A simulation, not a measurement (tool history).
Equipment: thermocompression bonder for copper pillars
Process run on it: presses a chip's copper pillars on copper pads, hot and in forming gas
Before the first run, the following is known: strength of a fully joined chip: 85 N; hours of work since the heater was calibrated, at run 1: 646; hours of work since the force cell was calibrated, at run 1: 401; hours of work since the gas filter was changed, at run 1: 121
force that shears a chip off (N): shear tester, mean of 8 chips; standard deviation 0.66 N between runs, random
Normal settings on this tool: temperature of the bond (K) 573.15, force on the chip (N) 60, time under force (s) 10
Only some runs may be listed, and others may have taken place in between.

| run | hour | temperature of the bond (K) | force on the chip (N) | time under force (s) | hours of work since the heater was calibrated | hours of work since the force cell was calibrated | hours of work since the gas filter was changed | force that shears a chip off (N) |
|---|---|---|---|---|---|---|---|---|
| 1 | 0 | 573.15 | 60 | 10 | 646 | 401 | 121 | 39 |
| 2 | 49.1 | 573.15 | 60 | 10 | 667 | 422 | 142 | 38.7 |
| 3 | 86.7 | 573.15 | 60 | 10 | 683 | 438 | 158 | 38.7 |
| 4 | 130.2 | 573.15 | 60 | 10 | 702 | 456 | 177 | 37.8 |
| 5 | 180.2 | 573.15 | 60 | 10 | 723 | 478 | 198 | 39 |
| 6 | 208.7 | 573.15 | 60 | 10 | 735 | 490 | 211 | 38.2 |
| 7 | 254 | 573.15 | 60 | 10 | 755 | 509 | 230 | 38.1 |
| 8 | 289 | 573.15 | 60 | 10 | 770 | 524 | 245 | 37.9 |
| 9 | 316.1 | 573.15 | 60 | 10 | 781 | 536 | 256 | 38.8 |
| 10 | 366.6 | 573.15 | 60 | 10 | 803 | 557 | 278 | 36.6 |
| 11 | 401.2 | 573.15 | 60 | 10 | 818 | 572 | 293 | 36.6 |
| 12 | 438.5 | 548.15 | 60 | 10 | 834 | 588 | 309 | 27.5 |
| 13 | 479.2 | 548.15 | 60 | 10 | 851 | 605 | 326 | 27.5 |
| 14 | 522.7 | 548.15 | 60 | 7 | 870 | 624 | 345 | 24.4 |
| 15 | 572 | 548.15 | 60 | 7 | 891 | 645 | 366 | 25.1 |
| 16 | 621.9 | 548.15 | 60 | 7 | 912 | 666 | 387 | 24.8 |
| 17 | 671.5 | 548.15 | 60 | 7 | 933 | 688 | 408 | 23.9 |
| 18 | 711.4 | 556.15 | 48 | 7 | 950 | 705 | 425 | 20 |
| 19 | 742.2 | 573.15 | 43 | 25 | 963 | 718 | 439 | 37.5 |
| 20 | 778.4 | 573.15 | 43 | 25 | 979 | 733 | 454 | 37.1 |
| 21 | 828.6 | 581.15 | 46 | 16 | 1000 | 755 | 476 | 36 |
|  | 833 | forming gas filter changed |
| 22 | 861.4 | 581.15 | 46 | 16 | 1014 | 769 | 12 | 37.4 |
| 23 | 902 | 559.15 | 68 | 5 | 1031 | 786 | 29 | 27 |
| 24 | 949.9 | 559.15 | 68 | 5 | 1052 | 806 | 50 | 27.1 |
| 25 | 988.3 | 601.15 | 40 | 17 | 1068 | 823 | 66 | 39.6 |
|  | 1006.4 | force cell calibrated |
| 26 | 1012.6 | 601.15 | 40 | 17 | 1078 | 3 | 76 | 43.5 |
| 27 | 1052.5 | 588.15 | 68 | 13 | 1095 | 20 | 93 | 54.6 |
| 28 | 1073 | 544.15 | 51 | 20 | 1104 | 28 | 102 | 32.4 |
| 29 | 1109.9 | 544.15 | 51 | 20 | 1120 | 44 | 118 | 32.9 |
| 30 | 1148.4 | 544.15 | 51 | 20 | 1136 | 61 | 134 | 32.4 |
| 31 | 1187.4 | 552.15 | 60 | 9 | 1153 | 77 | 151 | 29.1 |
| 32 | 1217 | 552.15 | 60 | 9 | 1165 | 90 | 163 | 30 |
| 33 | 1247.8 | 573.15 | 60 | 5 | 1179 | 103 | 177 | 30 |
| 34 | 1274.8 | 586.15 | 76 | 29 | 1190 | 115 | 188 | 68.7 |

Forecast each of these 4 alternatives for the next run:
| A | 1296.7 | 601.15 | 60 | 18 | 1199 | 124 | 198 | ? |
| B | 1296.7 | 586.15 | 76 | 15 | 1199 | 124 | 198 | ? |
| C | 1296.7 | 573.15 | 43 | 10 | 1199 | 124 | 198 | ? |
| D | 1296.7 | 590.15 | 60 | 14 | 1199 | 124 | 198 | ? |

| run | force that shears a chip off (N) |
|---|---|
| A | 57.4 |
| B | 57.6 |
| C | 27.5 |
| D | 50.1 |
Had the tool no hidden state, the same runs would have come out as:
| run | force that shears a chip off (N) |
|---|---|
| A | 61.7 |
| B | 62.1 |
| C | 30.8 |
| D | 54.5 |
